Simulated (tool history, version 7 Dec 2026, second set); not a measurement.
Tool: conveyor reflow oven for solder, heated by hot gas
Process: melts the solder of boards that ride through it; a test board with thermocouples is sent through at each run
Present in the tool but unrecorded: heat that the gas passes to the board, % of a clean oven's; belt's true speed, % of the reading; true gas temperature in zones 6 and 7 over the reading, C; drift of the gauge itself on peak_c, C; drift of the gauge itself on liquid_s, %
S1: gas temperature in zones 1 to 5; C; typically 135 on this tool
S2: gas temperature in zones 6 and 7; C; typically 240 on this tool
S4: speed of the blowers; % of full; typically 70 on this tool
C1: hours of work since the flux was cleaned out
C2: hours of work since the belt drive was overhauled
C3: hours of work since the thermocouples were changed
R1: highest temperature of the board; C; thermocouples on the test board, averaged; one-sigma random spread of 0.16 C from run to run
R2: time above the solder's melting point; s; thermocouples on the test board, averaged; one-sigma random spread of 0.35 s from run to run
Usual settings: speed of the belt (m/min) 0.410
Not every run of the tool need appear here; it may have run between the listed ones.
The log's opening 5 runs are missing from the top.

-- hour=176.4 flux residue cleaned out of gas plates and filters
run 6 hour=188.5 | S1=135 S2=240 speed_of_the_belt_(m/min)=0.410 S4=70 | C1=5 C2=274 C3=37 | R1=228.6 R2=99.3
run 7 hour=214.8 | S1=135 S2=240 speed_of_the_belt_(m/min)=0.410 S4=70 | C1=16 C2=285 C3=48 | R1=228.3 R2=98.9
run 8 hour=252.0 | S1=135 S2=240 speed_of_the_belt_(m/min)=0.410 S4=70 | C1=31 C2=300 C3=63 | R1=228.5 R2=99.1
run 9 hour=275.2 | S1=135 S2=240 speed_of_the_belt_(m/min)=0.410 S4=70 | C1=40 C2=310 C3=72 | R1=228.7 R2=99.7
run 10 hour=318.0 | S1=135 S2=240 speed_of_the_belt_(m/min)=0.410 S4=70 | C1=57 C2=327 C3=90 | R1=228.6 R2=99.3
run 11 hour=359.4 | S1=135 S2=240 speed_of_the_belt_(m/min)=0.332 S4=70 | C1=74 C2=344 C3=106 | R1=233.4 R2=128.3
run 12 hour=396.0 | S1=135 S2=240 speed_of_the_belt_(m/min)=0.332 S4=70 | C1=89 C2=359 C3=121 | R1=233.7 R2=129.5
run 13 hour=425.0 | S1=135 S2=254 speed_of_the_belt_(m/min)=0.410 S4=70 | C1=101 C2=370 C3=133 | R1=241.7 R2=109.2
run 14 hour=454.6 | S1=134 S2=240 speed_of_the_belt_(m/min)=0.410 S4=70 | C1=113 C2=382 C3=145 | R1=228.6 R2=98.7
run 15 hour=495.8 | S1=134 S2=240 speed_of_the_belt_(m/min)=0.410 S4=70 | C1=129 C2=399 C3=162 | R1=228.5 R2=98.3
run 16 hour=517.5 | S1=130 S2=240 speed_of_the_belt_(m/min)=0.386 S4=66 | C1=138 C2=408 C3=171 | R1=228.9 R2=103.8
run 17 hour=544.9 | S1=131 S2=240 speed_of_the_belt_(m/min)=0.423 S4=61 | C1=149 C2=419 C3=182 | R1=224.9 R2=91.1
run 18 hour=590.0 | S1=128 S2=240 speed_of_the_belt_(m/min)=0.410 S4=85 | C1=168 C2=437 C3=200 | R1=230.3 R2=97.9
run 19 hour=634.1 | S1=128 S2=240 speed_of_the_belt_(m/min)=0.410 S4=85 | C1=185 C2=455 C3=218 | R1=230.3 R2=98.1
run 20 hour=679.9 | S1=128 S2=240 speed_of_the_belt_(m/min)=0.410 S4=85 | C1=204 C2=474 C3=236 | R1=230.0 R2=97.9
-- hour=711.1 flux residue cleaned out of gas plates and filters
run 21 hour=728.7 | S1=128 S2=240 speed_of_the_belt_(m/min)=0.410 S4=85 | C1=7 C2=491 C3=254 | R1=230.7 R2=98.5
run 22 hour=765.7 | S1=128 S2=240 speed_of_the_belt_(m/min)=0.410 S4=85 | C1=22 C2=506 C3=269 | R1=230.7 R2=98.9
run 23 hour=789.1 | S1=135 S2=240 speed_of_the_belt_(m/min)=0.410 S4=85 | C1=32 C2=516 C3=279 | R1=231.2 R2=102.8
run 24 hour=832.3 | S1=144 S2=240 speed_of_the_belt_(m/min)=0.410 S4=70 | C1=49 C2=533 C3=296 | R1=230.1 R2=104.9
run 25 hour=878.7 | S1=138 S2=246 speed_of_the_belt_(m/min)=0.414 S4=62 | C1=68 C2=552 C3=315 | R1=232.7 R2=103.2
run 26 hour=925.4 | S1=135 S2=246 speed_of_the_belt_(m/min)=0.373 S4=62 | C1=87 C2=571 C3=334 | R1=235.5 R2=115.6
run 27 hour=962.1 | S1=150 S2=240 speed_of_the_belt_(m/min)=0.392 S4=80 | C1=102 C2=586 C3=349 | R1=233.2 R2=115.4
run 28 hour=1008.1 | S1=150 S2=240 speed_of_the_belt_(m/min)=0.481 S4=73 | C1=120 C2=605 C3=367 | R1=226.7 R2=89.5
run 29 hour=1037.1 | S1=123 S2=240 speed_of_the_belt_(m/min)=0.481 S4=73 | C1=132 C2=616 C3=379 | R1=222.5 R2=74.1
run 30 hour=1082.8 | S1=137 S2=240 speed_of_the_belt_(m/min)=0.410 S4=89 | C1=151 C2=635 C3=398 | R1=231.7 R2=104.5

Branching from run 30: 5 alternative next runs. What would each branch give?
run A hour=1116.9 | S1=135 S2=240 speed_of_the_belt_(m/min)=0.434 S4=70 | C1=164 C2=649 C3=411 | R1=? R2=?
run B hour=1116.9 | S1=137 S2=240 speed_of_the_belt_(m/min)=0.356 S4=89 | C1=164 C2=649 C3=411 | R1=? R2=?
run C hour=1116.9 | S1=137 S2=254 speed_of_the_belt_(m/min)=0.427 S4=89 | C1=164 C2=649 C3=411 | R1=? R2=?
run D hour=1116.9 | S1=150 S2=240 speed_of_the_belt_(m/min)=0.470 S4=82 | C1=164 C2=649 C3=411 | R1=? R2=?
run E hour=1116.9 | S1=142 S2=254 speed_of_the_belt_(m/min)=0.391 S4=70 | C1=164 C2=649 C3=411 | R1=? R2=?

run=A R1=226.6 R2=92.5
run=B R1=234.4 R2=121.9
run=C R1=244.3 R2=106.8
run=D R1=228.9 R2=93.8
run=E R1=244.2 R2=119.7
Stripped of hidden state, with their random variation kept, the same runs would have yielded:
run=A R1=226.3 R2=91.5
run=B R1=233.9 R2=120.6
run=C R1=244.0 R2=105.7
run=D R1=228.6 R2=92.8
run=E R1=243.7 R2=118.4
